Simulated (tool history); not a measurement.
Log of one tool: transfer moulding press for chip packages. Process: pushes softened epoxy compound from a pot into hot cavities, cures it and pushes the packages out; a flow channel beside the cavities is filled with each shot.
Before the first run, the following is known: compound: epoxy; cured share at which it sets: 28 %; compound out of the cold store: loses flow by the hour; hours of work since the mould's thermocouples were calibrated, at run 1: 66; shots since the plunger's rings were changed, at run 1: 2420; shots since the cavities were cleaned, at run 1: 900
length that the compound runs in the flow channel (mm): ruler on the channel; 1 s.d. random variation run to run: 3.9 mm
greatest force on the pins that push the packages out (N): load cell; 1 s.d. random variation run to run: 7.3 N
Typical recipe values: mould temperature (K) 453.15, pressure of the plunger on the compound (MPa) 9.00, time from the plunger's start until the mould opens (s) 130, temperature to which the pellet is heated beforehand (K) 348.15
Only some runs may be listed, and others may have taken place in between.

| run | hour | mould temperature (K) | pressure of the plunger on the compound (MPa) | time from the plunger's start until the mould opens (s) | temperature to which the pellet is heated beforehand (K) | hours of work since the mould's thermocouples were calibrated | shots since the plunger's rings were changed | shots since the cavities were cleaned | incoming compound's hours out of the cold store | length that the compound runs in the flow channel (mm) | greatest force on the pins that push the packages out (N) |
|---|---|---|---|---|---|---|---|---|---|---|---|
| 1 | 0.0 | 453.15 | 9.00 | 130 | 348.15 | 66 | 2420 | 900 | 14.8 | 620 | 314 |
|  | 2.1 | cavities cleaned with cleaning compound and waxed |
| 2 | 13.5 | 453.15 | 9.01 | 130 | 348.15 | 75 | 2545 | 119 | 24.8 | 584 | 287 |
| 3 | 20.9 | 453.15 | 9.01 | 130 | 348.15 | 81 | 2622 | 196 | 23.0 | 597 | 302 |
| 4 | 29.6 | 453.15 | 9.00 | 162 | 348.15 | 87 | 2713 | 287 | 27.6 | 584 | 225 |
| 5 | 37.2 | 453.15 | 9.00 | 130 | 348.15 | 93 | 2793 | 367 | 26.6 | 587 | 296 |
| 6 | 43.2 | 453.15 | 9.00 | 130 | 348.15 | 98 | 2855 | 429 | 47.8 | 541 | 294 |
| 7 | 50.0 | 453.15 | 9.00 | 130 | 348.15 | 103 | 2926 | 500 | 44.8 | 540 | 284 |
| 8 | 62.7 | 453.15 | 9.00 | 130 | 348.15 | 112 | 3058 | 632 | 8.9 | 625 | 319 |
| 9 | 70.7 | 453.15 | 9.00 | 130 | 348.15 | 119 | 3142 | 716 | 8.7 | 632 | 335 |
| 10 | 85.4 | 453.15 | 9.00 | 138 | 348.15 | 130 | 3296 | 870 | 26.6 | 588 | 270 |
|  | 90.6 | cavities cleaned with cleaning compound and waxed |
| 11 | 95.3 | 453.15 | 9.00 | 138 | 348.15 | 136 | 3384 | 50 | 22.5 | 595 | 283 |
| 12 | 101.7 | 453.15 | 7.60 | 130 | 348.15 | 141 | 3449 | 115 | 48.0 | 493 | 290 |
| 13 | 109.6 | 453.15 | 9.00 | 130 | 348.15 | 147 | 3532 | 198 | 41.4 | 550 | 303 |
| 14 | 116.5 | 453.15 | 7.29 | 130 | 348.15 | 152 | 3604 | 270 | 10.9 | 568 | 315 |
| 15 | 122.6 | 453.15 | 8.21 | 130 | 348.15 | 157 | 3668 | 334 | 36.2 | 537 | 306 |
| 16 | 135.4 | 453.15 | 8.21 | 130 | 348.15 | 167 | 3802 | 468 | 45.6 | 517 | 294 |
| 17 | 142.9 | 446.15 | 9.64 | 139 | 355.15 | 173 | 3880 | 546 | 11.3 | 672 | 457 |
| 18 | 149.3 | 453.15 | 7.16 | 114 | 353.15 | 177 | 3946 | 612 | 21.9 | 532 | 405 |
| 19 | 157.5 | 453.15 | 8.82 | 130 | 353.15 | 184 | 4032 | 698 | 38.3 | 548 | 299 |
|  | 164.2 | plunger's sealing rings changed |
| 20 | 168.2 | 453.15 | 8.82 | 130 | 353.15 | 190 | 42 | 784 | 13.2 | 617 | 312 |
| 21 | 175.3 | 453.15 | 8.82 | 130 | 353.15 | 195 | 116 | 858 | 10.6 | 624 | 312 |
|  | 181.2 | cavities cleaned with cleaning compound and waxed |
| 22 | 186.1 | 453.15 | 7.77 | 130 | 341.15 | 203 | 213 | 51 | 36.4 | 517 | 294 |
| 23 | 198.2 | 453.15 | 9.34 | 112 | 345.15 | 212 | 339 | 177 | 25.1 | 599 | 418 |
| 24 | 211.1 | 453.15 | 9.34 | 112 | 345.15 | 222 | 473 | 311 | 29.3 | 592 | 422 |
| 25 | 220.8 | 450.15 | 9.34 | 112 | 352.15 | 229 | 575 | 413 | 21.7 | 614 | 525 |
| 26 | 228.6 | 450.15 | 9.34 | 112 | 352.15 | 235 | 656 | 494 | 27.0 | 607 | 531 |
| 27 | 239.3 | 452.15 | 10.05 | 128 | 343.15 | 243 | 768 | 606 | 47.5 | 581 | 324 |
| 28 | 246.1 | 453.15 | 9.00 | 136 | 348.15 | 248 | 839 | 677 | 42.5 | 558 | 277 |

Hidden state at the last listed run before each entry between runs and at the first one after, where it differs:
After run 1, before run 2: cavities cleaned with cleaning compound and waxed (hour 2.1)
  pressure that reaches the compound, % of what is set: 99.79 -> 99.78; grip of the stained cavities, % over clean ones': 1.7 -> 0.5
  measured minus no-state result, greatest force on the pins that push the packages out (N): +6 -> +2
After run 10, before run 11: cavities cleaned with cleaning compound and waxed (hour 90.6)
  grip of the stained cavities, % over clean ones': 1.7 -> 0.3
  measured minus no-state result, greatest force on the pins that push the packages out (N): +5 -> +0
After run 19, before run 20: plunger's sealing rings changed (hour 164.2)
  pressure that reaches the compound, % of what is set: 99.66 -> 99.99
  measured minus no-state result, greatest force on the pins that push the packages out (N): +4 -> +6
After run 21, before run 22: cavities cleaned with cleaning compound and waxed (hour 181.2)
  pressure that reaches the compound, % of what is set: 99.99 -> 99.98; grip of the stained cavities, % over clean ones': 1.7 -> 0.3
  measured minus no-state result, greatest force on the pins that push the packages out (N): +5 -> +1

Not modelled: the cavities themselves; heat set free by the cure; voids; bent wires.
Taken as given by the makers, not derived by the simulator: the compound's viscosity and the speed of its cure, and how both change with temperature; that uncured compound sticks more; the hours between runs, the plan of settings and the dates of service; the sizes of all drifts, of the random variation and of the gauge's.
